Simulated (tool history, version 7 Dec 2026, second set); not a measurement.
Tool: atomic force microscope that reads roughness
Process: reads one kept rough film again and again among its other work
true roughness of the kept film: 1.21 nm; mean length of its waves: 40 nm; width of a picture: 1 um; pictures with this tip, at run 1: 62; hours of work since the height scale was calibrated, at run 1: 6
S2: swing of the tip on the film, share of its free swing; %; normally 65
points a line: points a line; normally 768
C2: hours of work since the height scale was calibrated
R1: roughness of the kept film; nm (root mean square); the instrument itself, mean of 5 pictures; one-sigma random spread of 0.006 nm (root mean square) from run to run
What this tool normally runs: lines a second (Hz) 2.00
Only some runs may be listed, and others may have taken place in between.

run 1 hour=0.0 | lines_a_second_(Hz)=2.00 S2=65 points_a_line=768 | pictures_with_this_tip=62 C2=6 | R1=1.122
run 2 hour=7.2 | lines_a_second_(Hz)=2.00 S2=65 points_a_line=768 | pictures_with_this_tip=73 C2=9 | R1=1.120
run 3 hour=15.1 | lines_a_second_(Hz)=2.00 S2=65 points_a_line=768 | pictures_with_this_tip=85 C2=13 | R1=1.105
run 4 hour=22.4 | lines_a_second_(Hz)=2.00 S2=65 points_a_line=768 | pictures_with_this_tip=96 C2=16 | R1=1.115
run 5 hour=27.3 | lines_a_second_(Hz)=2.00 S2=65 points_a_line=768 | pictures_with_this_tip=103 C2=19 | R1=1.115
run 6 hour=35.7 | lines_a_second_(Hz)=2.00 S2=65 points_a_line=768 | pictures_with_this_tip=116 C2=23 | R1=1.097
run 7 hour=41.9 | lines_a_second_(Hz)=2.00 S2=65 points_a_line=768 | pictures_with_this_tip=126 C2=26 | R1=1.115
run 8 hour=49.2 | lines_a_second_(Hz)=2.00 S2=65 points_a_line=768 | pictures_with_this_tip=137 C2=29 | R1=1.093
run 9 hour=58.4 | lines_a_second_(Hz)=2.00 S2=59 points_a_line=768 | pictures_with_this_tip=151 C2=33 | R1=1.114
run 10 hour=67.7 | lines_a_second_(Hz)=2.00 S2=59 points_a_line=768 | pictures_with_this_tip=165 C2=38 | R1=1.117
run 11 hour=76.5 | lines_a_second_(Hz)=2.00 S2=59 points_a_line=768 | pictures_with_this_tip=178 C2=42 | R1=1.110
run 12 hour=83.1 | lines_a_second_(Hz)=2.00 S2=59 points_a_line=768 | pictures_with_this_tip=189 C2=45 | R1=1.108
run 13 hour=89.9 | lines_a_second_(Hz)=2.00 S2=59 points_a_line=768 | pictures_with_this_tip=199 C2=48 | R1=1.113
-- hour=96.3 new tip fitted
run 14 hour=98.5 | lines_a_second_(Hz)=2.00 S2=65 points_a_line=768 | pictures_with_this_tip=3 C2=52 | R1=1.133
run 15 hour=105.7 | lines_a_second_(Hz)=2.00 S2=65 points_a_line=768 | pictures_with_this_tip=14 C2=55 | R1=1.126
run 16 hour=110.9 | lines_a_second_(Hz)=2.00 S2=65 points_a_line=445 | pictures_with_this_tip=22 C2=58 | R1=1.108
run 17 hour=115.6 | lines_a_second_(Hz)=2.00 S2=65 points_a_line=445 | pictures_with_this_tip=29 C2=60 | R1=1.115
run 18 hour=119.8 | lines_a_second_(Hz)=2.00 S2=65 points_a_line=445 | pictures_with_this_tip=36 C2=62 | R1=1.126
run 19 hour=124.2 | lines_a_second_(Hz)=2.00 S2=65 points_a_line=445 | pictures_with_this_tip=42 C2=64 | R1=1.117
run 20 hour=132.1 | lines_a_second_(Hz)=1.68 S2=59 points_a_line=286 | pictures_with_this_tip=54 C2=68 | R1=1.150
run 21 hour=137.5 | lines_a_second_(Hz)=2.36 S2=65 points_a_line=273 | pictures_with_this_tip=63 C2=70 | R1=1.091
run 22 hour=146.0 | lines_a_second_(Hz)=2.36 S2=65 points_a_line=273 | pictures_with_this_tip=75 C2=74 | R1=1.095
run 23 hour=154.3 | lines_a_second_(Hz)=2.36 S2=65 points_a_line=273 | pictures_with_this_tip=88 C2=78 | R1=1.089
run 24 hour=160.3 | lines_a_second_(Hz)=2.36 S2=65 points_a_line=273 | pictures_with_this_tip=97 C2=81 | R1=1.087
run 25 hour=169.6 | lines_a_second_(Hz)=1.09 S2=65 points_a_line=768 | pictures_with_this_tip=111 C2=85 | R1=1.138
run 26 hour=174.2 | lines_a_second_(Hz)=2.00 S2=65 points_a_line=754 | pictures_with_this_tip=118 C2=88 | R1=1.103
run 27 hour=180.2 | lines_a_second_(Hz)=2.00 S2=78 points_a_line=754 | pictures_with_this_tip=128 C2=90 | R1=1.041
run 28 hour=186.2 | lines_a_second_(Hz)=2.00 S2=78 points_a_line=754 | pictures_with_this_tip=137 C2=93 | R1=1.035
run 29 hour=192.6 | lines_a_second_(Hz)=2.00 S2=78 points_a_line=754 | pictures_with_this_tip=146 C2=96 | R1=1.042
run 30 hour=197.7 | lines_a_second_(Hz)=3.88 S2=78 points_a_line=327 | pictures_with_this_tip=154 C2=99 | R1=0.941
run 31 hour=202.1 | lines_a_second_(Hz)=3.88 S2=78 points_a_line=327 | pictures_with_this_tip=161 C2=101 | R1=0.933
run 32 hour=207.0 | lines_a_second_(Hz)=2.01 S2=76 points_a_line=279 | pictures_with_this_tip=168 C2=103 | R1=1.035
run 33 hour=216.7 | lines_a_second_(Hz)=1.13 S2=64 points_a_line=326 | pictures_with_this_tip=183 C2=108 | R1=1.119
run 34 hour=223.7 | lines_a_second_(Hz)=0.91 S2=59 points_a_line=326 | pictures_with_this_tip=194 C2=111 | R1=1.128
run 35 hour=230.8 | lines_a_second_(Hz)=2.30 S2=72 points_a_line=768 | pictures_with_this_tip=205 C2=114 | R1=1.054

For each entry between runs, how does the tool's hidden state at the last listed run before it compare with that at the first listed run after it?
Run 13 -> run 14: new tip fitted (hour 96.3)
  radius of the tip, nm: 14.8 -> 5.2; height scale over the true one, %: -0.08 -> -0.09
  measured value less the no-hidden-state value, R1: -0.033 -> -0.002 nm (root mean square)

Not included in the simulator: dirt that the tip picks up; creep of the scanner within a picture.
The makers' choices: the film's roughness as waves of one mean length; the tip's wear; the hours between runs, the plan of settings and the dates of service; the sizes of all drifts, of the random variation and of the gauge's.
